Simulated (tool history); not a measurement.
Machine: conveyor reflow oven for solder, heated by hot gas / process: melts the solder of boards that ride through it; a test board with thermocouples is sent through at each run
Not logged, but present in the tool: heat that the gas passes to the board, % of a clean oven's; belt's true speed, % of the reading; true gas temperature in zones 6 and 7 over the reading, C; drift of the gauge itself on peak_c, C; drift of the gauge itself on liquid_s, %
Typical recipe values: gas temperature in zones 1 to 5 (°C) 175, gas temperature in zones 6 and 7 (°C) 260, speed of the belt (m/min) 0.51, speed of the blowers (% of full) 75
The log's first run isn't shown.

run,day,gas temperature in zones 1 to 5 (°C),gas temperature in zones 6 and 7 (°C),speed of the belt (m/min),speed of the blowers (% of full),hours of work since the flux was cleaned out,hours of work since the belt drive was overhauled,hours of work since the thermocouples were changed,highest temperature of the board (°C),time above the solder's melting point (s)
2,2.229,175,260,0.51,75,75,407,490,244.8,48.4
3,5.767,175,260,0.51,75,142,474,557,244.1,47.8
4,7.471,166,260,0.51,75,175,507,589,242.6,43.4
5,10.025,166,260,0.51,75,224,555,638,242.3,42.6
6,13.442,175,260,0.51,75,289,620,703,242.9,46.6
# day 16.038: flux residue cleaned out of gas plates and filters
7,17.292,175,260,0.596,75,24,690,772,240.5,37.6
8,20.1,175,260,0.596,75,77,743,826,241.2,36.5
9,21.6,175,260,0.596,75,106,772,855,240,36
# day 22.683: thermocouples of zones 6 and 7 changed
10,24.317,175,260,0.51,80,156,822,31,247,49.7
11,26.7,175,260,0.51,80,201,867,77,246.5,50.8
12,28.433,175,260,0.51,80,234,900,109,245.5,49.4
13,32.033,175,260,0.51,80,303,969,178,245.1,49.2
# day 34.025: flux residue cleaned out of gas plates and filters
14,35.517,175,260,0.51,80,28,1031,240,247.8,51.5
15,37.579,175,260,0.51,80,68,1070,280,246.9,51.7
16,40.229,175,260,0.51,80,118,1121,330,247.3,50.7
17,42.796,173,267,0.545,85,167,1170,379,250.6,48.8
18,44.438,173,267,0.545,85,198,1201,410,250.2,49.1
19,46.562,173,267,0.545,85,239,1241,451,249.8,48.3

Run 20 comes next. What will it give?
20,48.729,183,253,0.437,75,280,1283,492,?,?

{"run 20": {"highest temperature of the board (°C)": 243.4, "time above the solder's melting point (s)": 61.2}}
Were there no unlogged condition in the tool, this run, its random variation unchanged, would have produced highest temperature of the board (°C) 244.7, time above the solder's melting point (s) 61.5.

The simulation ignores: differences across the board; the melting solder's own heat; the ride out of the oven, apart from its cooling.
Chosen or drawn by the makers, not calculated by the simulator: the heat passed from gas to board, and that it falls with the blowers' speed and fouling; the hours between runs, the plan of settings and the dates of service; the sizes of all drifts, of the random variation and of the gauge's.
